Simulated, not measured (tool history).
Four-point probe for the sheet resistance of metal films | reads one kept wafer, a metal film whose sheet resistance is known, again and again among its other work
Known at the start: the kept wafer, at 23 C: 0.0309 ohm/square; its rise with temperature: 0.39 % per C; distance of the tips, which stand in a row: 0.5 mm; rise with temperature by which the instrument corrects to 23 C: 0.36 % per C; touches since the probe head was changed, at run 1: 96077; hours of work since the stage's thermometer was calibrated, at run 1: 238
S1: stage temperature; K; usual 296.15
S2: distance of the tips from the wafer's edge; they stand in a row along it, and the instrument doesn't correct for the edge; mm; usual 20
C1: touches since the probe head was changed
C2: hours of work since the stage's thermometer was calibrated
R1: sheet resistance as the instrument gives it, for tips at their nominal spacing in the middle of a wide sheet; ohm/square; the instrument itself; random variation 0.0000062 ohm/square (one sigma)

{"run": 1, "hour": 0.0, "S1": 296.15, "S2": 20, "C1": 96077, "C2": 238, "R1": 0.031088}
{"run": 2, "hour": 50.8, "S1": 296.15, "S2": 20, "C1": 97974, "C2": 278, "R1": 0.031087}
{"run": 3, "hour": 105.0, "S1": 296.15, "S2": 20, "C1": 99998, "C2": 321, "R1": 0.031085}
{"run": 4, "hour": 146.9, "S1": 300.15, "S2": 20, "C1": 101560, "C2": 354, "R1": 0.031142}
{"run": 5, "hour": 201.2, "S1": 296.15, "S2": 41, "C1": 103587, "C2": 396, "R1": 0.031103}
{"run": 6, "hour": 256.7, "S1": 296.15, "S2": 20, "C1": 105657, "C2": 440, "R1": 0.03111}
{"run": 7, "hour": 317.8, "S1": 296.15, "S2": 20, "C1": 107939, "C2": 488, "R1": 0.031111}
{"run": 8, "hour": 378.5, "S1": 303.15, "S2": 20, "C1": 110207, "C2": 536, "R1": 0.031187}
{"run": 9, "hour": 439.7, "S1": 296.15, "S2": 19, "C1": 112490, "C2": 584, "R1": 0.031126}
{"run": 10, "hour": 469.5, "S1": 296.15, "S2": 19, "C1": 113604, "C2": 607, "R1": 0.031133}
{"run": 11, "hour": 519.9, "S1": 296.15, "S2": 19, "C1": 115483, "C2": 647, "R1": 0.031142}
{"run": 12, "hour": 588.6, "S1": 296.15, "S2": 20, "C1": 118048, "C2": 701, "R1": 0.031145}
{"run": 13, "hour": 638.5, "S1": 296.15, "S2": 20, "C1": 119910, "C2": 740, "R1": 0.031149}
{"run": 14, "hour": 689.1, "S1": 293.15, "S2": 32, "C1": 121801, "C2": 780, "R1": 0.031123}
{"run": 15, "hour": 722.0, "S1": 302.15, "S2": 4, "C1": 123029, "C2": 806, "R1": 0.031461}
{"run": 16, "hour": 786.1, "S1": 307.15, "S2": 5, "C1": 125422, "C2": 856, "R1": 0.031433}
{"run": 17, "hour": 817.4, "S1": 307.15, "S2": 5, "C1": 126588, "C2": 881, "R1": 0.031432}
{"run": 18, "hour": 879.0, "S1": 296.15, "S2": 26, "C1": 128887, "C2": 929, "R1": 0.031165}
{"run": 19, "hour": 924.4, "S1": 296.15, "S2": 29, "C1": 130583, "C2": 965, "R1": 0.031165}
{"run": 20, "hour": 966.7, "S1": 298.15, "S2": 29, "C1": 132162, "C2": 998, "R1": 0.031198}
{"run": 21, "hour": 1019.8, "S1": 304.15, "S2": 4, "C1": 134144, "C2": 1040, "R1": 0.031501}
{"run": 22, "hour": 1058.9, "S1": 301.15, "S2": 26, "C1": 135602, "C2": 1071, "R1": 0.031226}
{"run": 23, "hour": 1124.0, "S1": 301.15, "S2": 26, "C1": 138032, "C2": 1122, "R1": 0.031235}
{"run": 24, "hour": 1183.2, "S1": 295.15, "S2": 10, "C1": 140244, "C2": 1168, "R1": 0.031231}

3 ways to go on from here, each from the tool as it stands after run 24. What would each give?
{"run": "A", "hour": 1250.5, "S1": 296.15, "S2": 5, "C1": 142755, "C2": 1221, "R1": "?"}
{"run": "B", "hour": 1250.5, "S1": 297.15, "S2": 10, "C1": 142755, "C2": 1221, "R1": "?"}
{"run": "C", "hour": 1250.5, "S1": 302.15, "S2": 51, "C1": 142755, "C2": 1221, "R1": "?"}

run=A R1=0.031374
run=B R1=0.031254
run=C R1=0.031268
Without the tool's hidden state the same runs would have given:
run=A R1=0.031076
run=B R1=0.030957
run=C R1=0.030972

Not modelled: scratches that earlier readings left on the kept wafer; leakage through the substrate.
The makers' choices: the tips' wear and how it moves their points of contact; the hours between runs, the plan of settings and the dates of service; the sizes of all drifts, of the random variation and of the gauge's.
